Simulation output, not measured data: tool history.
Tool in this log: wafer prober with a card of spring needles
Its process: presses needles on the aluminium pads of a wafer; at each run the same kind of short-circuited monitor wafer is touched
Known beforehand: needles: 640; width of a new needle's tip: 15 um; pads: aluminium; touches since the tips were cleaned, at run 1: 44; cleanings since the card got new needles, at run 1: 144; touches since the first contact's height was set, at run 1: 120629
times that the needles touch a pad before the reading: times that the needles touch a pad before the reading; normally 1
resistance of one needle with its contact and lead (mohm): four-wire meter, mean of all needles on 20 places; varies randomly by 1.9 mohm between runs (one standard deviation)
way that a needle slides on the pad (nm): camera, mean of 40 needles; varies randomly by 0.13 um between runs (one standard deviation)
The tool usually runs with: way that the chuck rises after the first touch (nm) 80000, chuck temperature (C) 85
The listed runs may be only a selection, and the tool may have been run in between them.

run,hour,way that the chuck rises after the first touch (nm),chuck temperature (C),times that the needles touch a pad before the reading,touches since the tips were cleaned,cleanings since the card got new needles,touches since the first contact's height was set,resistance of one needle with its contact and lead (mohm),way that a needle slides on the pad (nm)
1,0.0,80000,85,1,44,144,120629,209,17530
# hour 3.5: tips cleaned on abrasive film
# hour 7.9: tips cleaned on abrasive film
# hour 12.4: tips cleaned on abrasive film
# hour 16.8: tips cleaned on abrasive film
2,18.2,80000,85,1,714,148,129238,222,17370
# hour 20.9: tips cleaned on abrasive film
# hour 24.5: tips cleaned on abrasive film
# hour 28.9: tips cleaned on abrasive film
3,28.9,80000,85,1,0,151,134223,210,17420
# hour 33.3: tips cleaned on abrasive film
# hour 37.7: tips cleaned on abrasive film
# hour 42.1: tips cleaned on abrasive film
# hour 45.6: tips cleaned on abrasive film
4,47.9,80000,85,2,1113,155,143237,218,17550
# hour 49.8: tips cleaned on abrasive film
# hour 54.2: tips cleaned on abrasive film
# hour 58.6: tips cleaned on abrasive film
# hour 63.0: tips cleaned on abrasive film
5,63.7,80000,85,1,357,159,150663,216,17280
# hour 67.3: tips cleaned on abrasive film
# hour 70.8: tips cleaned on abrasive film
# hour 75.2: tips cleaned on abrasive film
# hour 79.6: tips cleaned on abrasive film
# hour 84.1: tips cleaned on abrasive film
6,87.5,80000,85,1,1657,164,161884,229,17010
# hour 88.4: tips cleaned on abrasive film
# hour 92.0: tips cleaned on abrasive film
# hour 94.9: height of the first contact set anew
# hour 96.7: tips cleaned on abrasive film
# hour 101.1: tips cleaned on abrasive film
7,101.5,80000,85,1,182,168,3093,214,18010
# hour 105.0: tips cleaned on abrasive film
# hour 109.4: tips cleaned on abrasive film
# hour 113.0: tips cleaned on abrasive film
# hour 116.6: tips cleaned on abrasive film
8,116.6,68000,120,1,0,172,10186,222,15350
# hour 121.0: tips cleaned on abrasive film
# hour 125.4: tips cleaned on abrasive film
# hour 129.8: tips cleaned on abrasive film
# hour 134.2: tips cleaned on abrasive film
# hour 138.6: tips cleaned on abrasive film
9,140.4,66000,26,1,852,177,21428,221,14710
# hour 142.2: tips cleaned on abrasive film
# hour 146.6: tips cleaned on abrasive film
# hour 151.1: tips cleaned on abrasive film
# hour 155.5: tips cleaned on abrasive film
# hour 159.9: tips cleaned on abrasive film
10,160.3,80000,98,1,227,182,30819,219,17940
# hour 163.9: tips cleaned on abrasive film
# hour 168.3: tips cleaned on abrasive film
# hour 171.9: tips cleaned on abrasive film
11,171.9,80000,98,1,0,185,36250,212,17870
# hour 176.3: tips cleaned on abrasive film
# hour 180.7: tips cleaned on abrasive film
# hour 185.1: tips cleaned on abrasive film
# hour 189.5: tips cleaned on abrasive film
12,191.3,80000,85,2,850,189,45409,215,17910
# hour 193.1: tips cleaned on abrasive film
# hour 196.7: tips cleaned on abrasive film
# hour 201.1: tips cleaned on abrasive film
# hour 204.6: tips cleaned on abrasive film
# hour 208.2: tips cleaned on abrasive film
13,208.2,80000,85,1,0,194,53358,208,17670
# hour 211.8: tips cleaned on abrasive film
# hour 216.2: tips cleaned on abrasive film
# hour 219.8: tips cleaned on abrasive film
# hour 224.0: tips cleaned on abrasive film
14,224.0,84000,29,1,0,198,60755,198,18680

Below are 5 alternative next runs, each starting from the tool's condition after run 14. Predict each:
# hour 228.4: tips cleaned on abrasive film
# hour 232.8: tips cleaned on abrasive film
# hour 236.3: tips cleaned on abrasive film
A,239.7,80000,43,2,1635,201,68212,?,?
# hour 228.4: tips cleaned on abrasive film
# hour 232.8: tips cleaned on abrasive film
# hour 236.3: tips cleaned on abrasive film
B,239.7,76000,25,2,1635,201,68212,?,?
# hour 228.4: tips cleaned on abrasive film
# hour 232.8: tips cleaned on abrasive film
# hour 236.3: tips cleaned on abrasive film
C,239.7,90000,29,1,1635,201,68212,?,?
# hour 228.4: tips cleaned on abrasive film
# hour 232.8: tips cleaned on abrasive film
# hour 236.3: tips cleaned on abrasive film
D,239.7,80000,90,1,1635,201,68212,?,?
# hour 228.4: tips cleaned on abrasive film
# hour 232.8: tips cleaned on abrasive film
# hour 236.3: tips cleaned on abrasive film
E,239.7,62000,29,2,1635,201,68212,?,?

run,resistance of one needle with its contact and lead (mohm),way that a needle slides on the pad (nm)
A,216,17620
B,213,16730
C,212,19850
D,233,17610
E,222,13560
Without the tool's hidden state the same runs would have given:
run,resistance of one needle with its contact and lead (mohm),way that a needle slides on the pad (nm)
A,200,17980
B,195,17100
C,190,20210
D,208,17970
E,197,13930
